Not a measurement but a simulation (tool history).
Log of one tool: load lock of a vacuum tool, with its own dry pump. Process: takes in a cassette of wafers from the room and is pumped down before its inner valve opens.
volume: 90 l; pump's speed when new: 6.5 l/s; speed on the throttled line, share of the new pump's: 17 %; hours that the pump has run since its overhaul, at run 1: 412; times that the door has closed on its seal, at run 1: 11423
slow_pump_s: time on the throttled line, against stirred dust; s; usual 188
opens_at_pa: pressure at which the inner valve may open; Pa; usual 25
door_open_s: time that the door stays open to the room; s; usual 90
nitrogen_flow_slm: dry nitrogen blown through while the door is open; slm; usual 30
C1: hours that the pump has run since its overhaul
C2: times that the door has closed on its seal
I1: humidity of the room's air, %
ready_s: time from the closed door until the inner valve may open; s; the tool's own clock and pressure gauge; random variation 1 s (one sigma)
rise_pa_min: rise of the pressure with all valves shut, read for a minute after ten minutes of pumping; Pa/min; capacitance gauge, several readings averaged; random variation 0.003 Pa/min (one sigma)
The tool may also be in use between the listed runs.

run 1 day=0 | slow_pump_s=188 opens_at_pa=25 door_open_s=90 nitrogen_flow_slm=30 | C1=412 C2=11423 | I1=45.2 | ready_s=271.1 rise_pa_min=0.12
run 2 day=13.362 | slow_pump_s=188 opens_at_pa=25 door_open_s=90 nitrogen_flow_slm=30 | C1=733 C2=12843 | I1=45.7 | ready_s=271.7 rise_pa_min=0.136
run 3 day=20.242 | slow_pump_s=188 opens_at_pa=25 door_open_s=90 nitrogen_flow_slm=30 | C1=898 C2=13574 | I1=43.4 | ready_s=272.9 rise_pa_min=0.138
run 4 day=31.575 | slow_pump_s=188 opens_at_pa=25 door_open_s=90 nitrogen_flow_slm=30 | C1=1170 C2=14777 | I1=44.2 | ready_s=272.1 rise_pa_min=0.151
run 5 day=42.458 | slow_pump_s=188 opens_at_pa=25 door_open_s=90 nitrogen_flow_slm=30 | C1=1431 C2=15933 | I1=48.5 | ready_s=272.9 rise_pa_min=0.17
run 6 day=49.733 | slow_pump_s=188 opens_at_pa=25 door_open_s=90 nitrogen_flow_slm=30 | C1=1606 C2=16706 | I1=43.8 | ready_s=273.1 rise_pa_min=0.172
run 7 day=59.342 | slow_pump_s=200 opens_at_pa=36 door_open_s=137 nitrogen_flow_slm=7 | C1=1837 C2=17727 | I1=47.1 | ready_s=277.3 rise_pa_min=0.222
run 8 day=71.062 | slow_pump_s=200 opens_at_pa=36 door_open_s=137 nitrogen_flow_slm=7 | C1=2118 C2=18971 | I1=50.7 | ready_s=276.1 rise_pa_min=0.249
run 9 day=80.467 | slow_pump_s=200 opens_at_pa=36 door_open_s=137 nitrogen_flow_slm=7 | C1=2344 C2=19971 | I1=46 | ready_s=277.7 rise_pa_min=0.256
run 10 day=95.467 | slow_pump_s=326 opens_at_pa=25 door_open_s=90 nitrogen_flow_slm=30 | C1=2704 C2=21564 | I1=48.1 | ready_s=392.1 rise_pa_min=0.251

4 ways to go on from here, each from the tool as it stands after run 10. What would each give?
run A day=108.462 | slow_pump_s=109 opens_at_pa=25 door_open_s=90 nitrogen_flow_slm=30 | C1=3015 C2=22944 | I1=48.3 | ready_s=? rise_pa_min=?
run B day=108.462 | slow_pump_s=326 opens_at_pa=25 door_open_s=90 nitrogen_flow_slm=9 | C1=3015 C2=22944 | I1=42.2 | ready_s=? rise_pa_min=?
run C day=108.462 | slow_pump_s=126 opens_at_pa=25 door_open_s=90 nitrogen_flow_slm=29 | C1=3015 C2=22944 | I1=46 | ready_s=? rise_pa_min=?
run D day=108.462 | slow_pump_s=326 opens_at_pa=44 door_open_s=50 nitrogen_flow_slm=4 | C1=3015 C2=22944 | I1=45.1 | ready_s=? rise_pa_min=?

run=A ready_s=208.5 rise_pa_min=0.269
run=B ready_s=386.3 rise_pa_min=0.279
run=C ready_s=222 rise_pa_min=0.265
run=D ready_s=378.3 rise_pa_min=0.27
Without the tool's hidden state the same runs would have given:
run=A ready_s=206 rise_pa_min=0.037
run=B ready_s=385 rise_pa_min=0.052
run=C ready_s=219.9 rise_pa_min=0.038
run=D ready_s=377.1 rise_pa_min=0.042
